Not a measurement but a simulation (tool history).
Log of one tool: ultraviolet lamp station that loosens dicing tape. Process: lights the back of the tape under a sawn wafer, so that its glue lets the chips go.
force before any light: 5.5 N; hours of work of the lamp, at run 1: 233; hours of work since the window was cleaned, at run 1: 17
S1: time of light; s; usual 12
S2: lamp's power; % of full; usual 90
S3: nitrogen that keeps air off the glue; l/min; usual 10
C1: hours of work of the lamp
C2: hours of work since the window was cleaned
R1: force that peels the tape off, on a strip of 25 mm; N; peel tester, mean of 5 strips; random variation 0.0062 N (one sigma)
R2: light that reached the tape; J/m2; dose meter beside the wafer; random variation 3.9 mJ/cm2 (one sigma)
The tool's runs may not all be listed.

| run | day | S1 | S2 | S3 | C1 | C2 | R1 | R2 |
|---|---|---|---|---|---|---|---|---|
| 1 | 0 | 12 | 90 | 10 | 233 | 17 | 0.219 | 6280 |
| 2 | 0.654 | 17 | 90 | 10 | 242 | 27 | 0.088 | 8980 |
| 3 | 1.35 | 17 | 90 | 10 | 252 | 37 | 0.103 | 8920 |
| 4 | 2.075 | 12 | 90 | 10 | 263 | 47 | 0.217 | 6280 |
| 5 | 2.925 | 12 | 90 | 10 | 275 | 60 | 0.224 | 6230 |
| 6 | 3.671 | 12 | 90 | 10 | 286 | 70 | 0.231 | 6240 |
| 7 | 4.225 | 12 | 90 | 10 | 294 | 79 | 0.239 | 6200 |
| 8 | 4.992 | 12 | 90 | 10 | 305 | 90 | 0.228 | 6180 |
| 9 | 5.779 | 12 | 90 | 10 | 317 | 101 | 0.23 | 6120 |
| 10 | 6.275 | 12 | 90 | 10 | 324 | 108 | 0.223 | 6040 |
| 11 | 6.954 | 12 | 90 | 10 | 334 | 118 | 0.238 | 6170 |
| 12 | 7.633 | 12 | 90 | 10 | 344 | 128 | 0.245 | 6110 |
| 13 | 8.304 | 12 | 90 | 10 | 354 | 138 | 0.236 | 6070 |
| 14 | 9.192 | 12 | 90 | 5 | 367 | 151 | 0.386 | 6030 |
| 15 | 9.738 | 12 | 90 | 4 | 375 | 159 | 0.452 | 6030 |
| 16 | 10.321 | 12 | 90 | 4 | 383 | 167 | 0.44 | 6020 |
| 17 | 10.804 | 12 | 90 | 10 | 390 | 174 | 0.252 | 5990 |
| 18 | 11.529 | 12 | 90 | 10 | 401 | 185 | 0.256 | 5980 |
| 19 | 12.325 | 12 | 90 | 10 | 412 | 197 | 0.261 | 5910 |
| 20 | 12.879 | 12 | 90 | 10 | 420 | 205 | 0.239 | 5950 |
| 21 | 13.246 | 12 | 90 | 10 | 426 | 210 | 0.259 | 5950 |
| 22 | 14.083 | 12 | 90 | 5 | 438 | 222 | 0.415 | 5920 |
| 23 | 14.95 | 12 | 67 | 4 | 451 | 235 | 0.857 | 4470 |
| 24 | 15.738 | 12 | 76 | 10 | 462 | 246 | 0.397 | 4960 |
| 25 | 16.512 | 12 | 74 | 10 | 473 | 258 | 0.425 | 4830 |
| 26 | 16.921 | 23 | 74 | 8 | 479 | 264 | 0.105 | 9090 |
| 27 | 17.292 | 6 | 62 | 8 | 485 | 269 | 1.957 | 2010 |
| 28 | 17.996 | 12 | 70 | 4 | 495 | 279 | 0.824 | 4560 |
| 29 | 18.517 | 17 | 94 | 4 | 503 | 287 | 0.19 | 8580 |
| 30 | 19.133 | 12 | 63 | 10 | 512 | 296 | 0.638 | 4050 |
| 31 | 19.838 | 9 | 65 | 10 | 522 | 306 | 1.012 | 3120 |
| 32 | 20.508 | 9 | 65 | 10 | 532 | 316 | 1.043 | 3100 |
| 33 | 21 | 12 | 61 | 4 | 539 | 323 | 1.115 | 3800 |
| 34 | 21.55 | 12 | 99 | 10 | 547 | 331 | 0.237 | 6200 |
| 35 | 22.104 | 20 | 72 | 3 | 555 | 339 | 0.339 | 7540 |
| 36 | 22.621 | 20 | 72 | 3 | 562 | 347 | 0.335 | 7590 |
| 37 | 23.454 | 15 | 64 | 10 | 574 | 359 | 0.391 | 5040 |
| 38 | 24.138 | 15 | 64 | 10 | 584 | 369 | 0.406 | 4980 |
| 39 | 24.688 | 6 | 90 | 10 | 592 | 377 | 1.192 | 2780 |
| 40 | 25.183 | 6 | 90 | 10 | 600 | 384 | 1.158 | 2780 |
| 41 | 25.946 | 19 | 75 | 7 | 611 | 395 | 0.192 | 7300 |
| 42 | 26.467 | 19 | 75 | 7 | 618 | 403 | 0.183 | 7280 |
| 43 | 27.108 | 12 | 90 | 3 | 628 | 412 | 0.669 | 5430 |
| 44 | 27.746 | 17 | 74 | 3 | 637 | 421 | 0.489 | 6370 |

Forecast each of these 3 alternatives for the next run:
| A | 28.112 | 17 | 74 | 7 | 642 | 427 | ? | ? |
| B | 28.112 | 12 | 88 | 6 | 642 | 427 | ? | ? |
| C | 28.112 | 19 | 74 | 11 | 642 | 427 | ? | ? |

| run | R1 | R2 |
|---|---|---|
| A | 0.264 | 6320 |
| B | 0.457 | 5370 |
| C | 0.156 | 7150 |
Without the tool's hidden state the same runs would have given:
| run | R1 | R2 |
|---|---|---|
| A | 0.156 | 7740 |
| B | 0.283 | 6570 |
| C | 0.1 | 8750 |

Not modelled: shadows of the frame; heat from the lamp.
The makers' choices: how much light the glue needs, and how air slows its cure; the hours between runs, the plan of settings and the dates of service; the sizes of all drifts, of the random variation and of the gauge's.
